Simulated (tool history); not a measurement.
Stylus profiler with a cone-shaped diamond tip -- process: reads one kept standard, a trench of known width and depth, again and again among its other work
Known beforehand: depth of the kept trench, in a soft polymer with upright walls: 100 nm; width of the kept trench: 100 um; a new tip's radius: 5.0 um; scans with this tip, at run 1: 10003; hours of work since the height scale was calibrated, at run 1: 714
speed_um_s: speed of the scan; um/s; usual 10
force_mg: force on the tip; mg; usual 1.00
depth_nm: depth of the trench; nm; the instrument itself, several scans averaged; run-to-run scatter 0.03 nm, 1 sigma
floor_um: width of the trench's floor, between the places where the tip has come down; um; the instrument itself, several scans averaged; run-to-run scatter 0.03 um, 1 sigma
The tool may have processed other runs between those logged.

run     day  speed_um_s  force_mg  scans with this tip  hours of work since the height scale was calibrated  depth_nm  floor_um
  1   0.000          10      1.00                10003                                                  714    100.73     96.85
  2   2.842          10      1.00                10682                                                  763    100.69     96.85
  3   5.088          10      1.00                11219                                                  801    100.76     96.78
  4   7.712          10      1.00                11846                                                  846    100.74     96.76
  5  11.362          10      1.00                12718                                                  908    100.77     96.62
  6  14.412          10      1.00                13447                                                  960    100.77     96.60
  7  16.325          10      1.00                13904                                                  993    100.78     96.57
     17.554  -- new tip fitted, height scale calibrated
  8  19.308          10      1.00                  419                                                   30    100.57     97.89
  9  22.042          10      1.00                 1072                                                   77    100.57     97.75
 10  25.921          10      1.00                 1999                                                  143    100.64     97.74
 11  29.579          10      1.00                 2873                                                  205    100.67     97.60
 12  33.450          21      1.00                 3798                                                  271    100.67     97.38
 13  35.500          19      1.00                 4288                                                  306    100.66     97.32
 14  39.296           4      1.00                 5196                                                  371    100.71     97.30
 15  40.950          10      1.00                 5590                                                  399    100.68     97.26
 16  44.150          10      1.00                 6355                                                  454    100.70     97.21
 17  46.567          10      1.00                 6932                                                  495    100.70     97.14
 18  50.025           5      1.50                 7759                                                  554    100.87     97.12
 19  52.371           5      1.50                 8320                                                  594    100.87     97.11
 20  54.012          15      1.41                 8712                                                  622    100.85     96.92
 21  56.296           6      2.73                 9258                                                  661    101.27     96.99
 22  59.804          24      1.24                10096                                                  721    100.85     96.81
 23  62.200          14      1.38                10669                                                  762    100.93     96.84
 24  64.817          14      1.38                11293                                                  806    100.88     96.67
 25  67.946           2      2.92                12042                                                  860    101.40     96.80
 26  71.033          12      2.73                12779                                                  912    101.37     96.69
 27  74.238          12      2.64                13545                                                  967    101.33     96.55
 28  75.950          12      2.64                13954                                                  996    101.30     96.51
     77.112  -- new tip fitted, height scale calibrated
 29  78.958          12      2.64                  440                                                   31    101.16     98.02
 30  82.621          12      0.74                 1315                                                   94    100.49     97.76
 31  85.504          24      2.47                 2004                                                  143    101.12     97.63
 32  89.346          10      0.46                 2923                                                  209    100.33     97.54
 33  92.200          13      0.58                 3605                                                  257    100.41     97.50

Each row is a separate what-if for the run after 33, all from the same tool condition, not one after another. Results?
  A  94.533           8      2.40                 4162                                                  297         ?         ?
  B  94.533          29      0.85                 4162                                                  297         ?         ?
  C  94.533           3      1.28                 4162                                                  297         ?         ?

run  depth_nm  floor_um
  A    101.13     97.49
  B    100.68     97.26
  C    100.71     97.44
With no hidden state in the tool, these same runs would have given:
run  depth_nm  floor_um
  A    101.07     97.97
  B    100.63     97.75
  C    100.66     97.92
